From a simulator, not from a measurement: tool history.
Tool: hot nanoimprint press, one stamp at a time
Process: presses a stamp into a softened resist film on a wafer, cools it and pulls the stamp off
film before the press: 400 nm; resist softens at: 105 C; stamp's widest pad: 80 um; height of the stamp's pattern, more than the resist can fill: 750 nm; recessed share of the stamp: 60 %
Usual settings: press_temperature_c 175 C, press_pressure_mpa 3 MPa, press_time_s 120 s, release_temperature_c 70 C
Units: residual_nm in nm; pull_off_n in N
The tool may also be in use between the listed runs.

{"run": 1, "hour": 0.0, "press_temperature_c": 175, "press_pressure_mpa": 3, "press_time_s": 120, "release_temperature_c": 70, "residual_nm": 241.4, "pull_off_n": 98}
{"run": 2, "hour": 7.9, "press_temperature_c": 175, "press_pressure_mpa": 3, "press_time_s": 120, "release_temperature_c": 70, "residual_nm": 239.2, "pull_off_n": 100}
{"run": 3, "hour": 18.4, "press_temperature_c": 175, "press_pressure_mpa": 3, "press_time_s": 120, "release_temperature_c": 70, "residual_nm": 239.1, "pull_off_n": 101}
{"run": 4, "hour": 33.1, "press_temperature_c": 175, "press_pressure_mpa": 3, "press_time_s": 120, "release_temperature_c": 70, "residual_nm": 238.8, "pull_off_n": 102}
{"run": 5, "hour": 46.1, "press_temperature_c": 175, "press_pressure_mpa": 3, "press_time_s": 120, "release_temperature_c": 70, "residual_nm": 237.8, "pull_off_n": 99}
{"run": 6, "hour": 61.4, "press_temperature_c": 175, "press_pressure_mpa": 2.22, "press_time_s": 120, "release_temperature_c": 70, "residual_nm": 266.2, "pull_off_n": 102}
{"run": 7, "hour": 71.9, "press_temperature_c": 175, "press_pressure_mpa": 3, "press_time_s": 120, "release_temperature_c": 70, "residual_nm": 238.2, "pull_off_n": 104}
{"run": 8, "hour": 81.3, "press_temperature_c": 171, "press_pressure_mpa": 3, "press_time_s": 120, "release_temperature_c": 70, "residual_nm": 263.1, "pull_off_n": 102}
{"run": 9, "hour": 96.7, "press_temperature_c": 171, "press_pressure_mpa": 3, "press_time_s": 120, "release_temperature_c": 70, "residual_nm": 264.2, "pull_off_n": 100}
{"run": 10, "hour": 104.2, "press_temperature_c": 175, "press_pressure_mpa": 4.55, "press_time_s": 120, "release_temperature_c": 76, "residual_nm": 199.2, "pull_off_n": 94}
{"run": 11, "hour": 122.5, "press_temperature_c": 175, "press_pressure_mpa": 4.55, "press_time_s": 62, "release_temperature_c": 68, "residual_nm": 244.4, "pull_off_n": 105}
{"run": 12, "hour": 134.1, "press_temperature_c": 174, "press_pressure_mpa": 3, "press_time_s": 92, "release_temperature_c": 70, "residual_nm": 262.1, "pull_off_n": 104}
{"hour": 139.1, "done": "plate thermocouple calibrated"}
{"run": 13, "hour": 148.1, "press_temperature_c": 165, "press_pressure_mpa": 2.66, "press_time_s": 151, "release_temperature_c": 66, "residual_nm": 296.5, "pull_off_n": 105}
{"run": 14, "hour": 163.6, "press_temperature_c": 165, "press_pressure_mpa": 2.66, "press_time_s": 151, "release_temperature_c": 66, "residual_nm": 296, "pull_off_n": 106}
{"run": 15, "hour": 175.8, "press_temperature_c": 165, "press_pressure_mpa": 2.66, "press_time_s": 151, "release_temperature_c": 66, "residual_nm": 294.7, "pull_off_n": 110}
{"run": 16, "hour": 186.4, "press_temperature_c": 165, "press_pressure_mpa": 2.66, "press_time_s": 151, "release_temperature_c": 66, "residual_nm": 295.6, "pull_off_n": 106}
{"run": 17, "hour": 194.4, "press_temperature_c": 165, "press_pressure_mpa": 2.66, "press_time_s": 151, "release_temperature_c": 66, "residual_nm": 295, "pull_off_n": 106}
{"run": 18, "hour": 203.2, "press_temperature_c": 175, "press_pressure_mpa": 3, "press_time_s": 90, "release_temperature_c": 68, "residual_nm": 256.8, "pull_off_n": 104}

5 ways to go on from here, each from the tool as it stands after run 18. What would each give?
{"run": "A", "hour": 210.7, "press_temperature_c": 178, "press_pressure_mpa": 2.79, "press_time_s": 120, "release_temperature_c": 77, "residual_nm": "?", "pull_off_n": "?"}
{"run": "B", "hour": 210.7, "press_temperature_c": 175, "press_pressure_mpa": 3, "press_time_s": 92, "release_temperature_c": 70, "residual_nm": "?", "pull_off_n": "?"}
{"run": "C", "hour": 210.7, "press_temperature_c": 180, "press_pressure_mpa": 3, "press_time_s": 90, "release_temperature_c": 68, "residual_nm": "?", "pull_off_n": "?"}
{"run": "D", "hour": 210.7, "press_temperature_c": 179, "press_pressure_mpa": 2.62, "press_time_s": 120, "release_temperature_c": 70, "residual_nm": "?", "pull_off_n": "?"}
{"run": "E", "hour": 210.7, "press_temperature_c": 175, "press_pressure_mpa": 2.1, "press_time_s": 74, "release_temperature_c": 68, "residual_nm": "?", "pull_off_n": "?"}

run=A residual_nm=225.4 pull_off_n=91
run=B residual_nm=253.7 pull_off_n=104
run=C residual_nm=226.5 pull_off_n=104
run=D residual_nm=224.1 pull_off_n=105
run=E residual_nm=299.8 pull_off_n=101
Without the tool's hidden state the same runs would have given:
run=A residual_nm=228.3 pull_off_n=91
run=B residual_nm=257 pull_off_n=103
run=C residual_nm=229.4 pull_off_n=103
run=D residual_nm=227 pull_off_n=105
run=E residual_nm=303.7 pull_off_n=101

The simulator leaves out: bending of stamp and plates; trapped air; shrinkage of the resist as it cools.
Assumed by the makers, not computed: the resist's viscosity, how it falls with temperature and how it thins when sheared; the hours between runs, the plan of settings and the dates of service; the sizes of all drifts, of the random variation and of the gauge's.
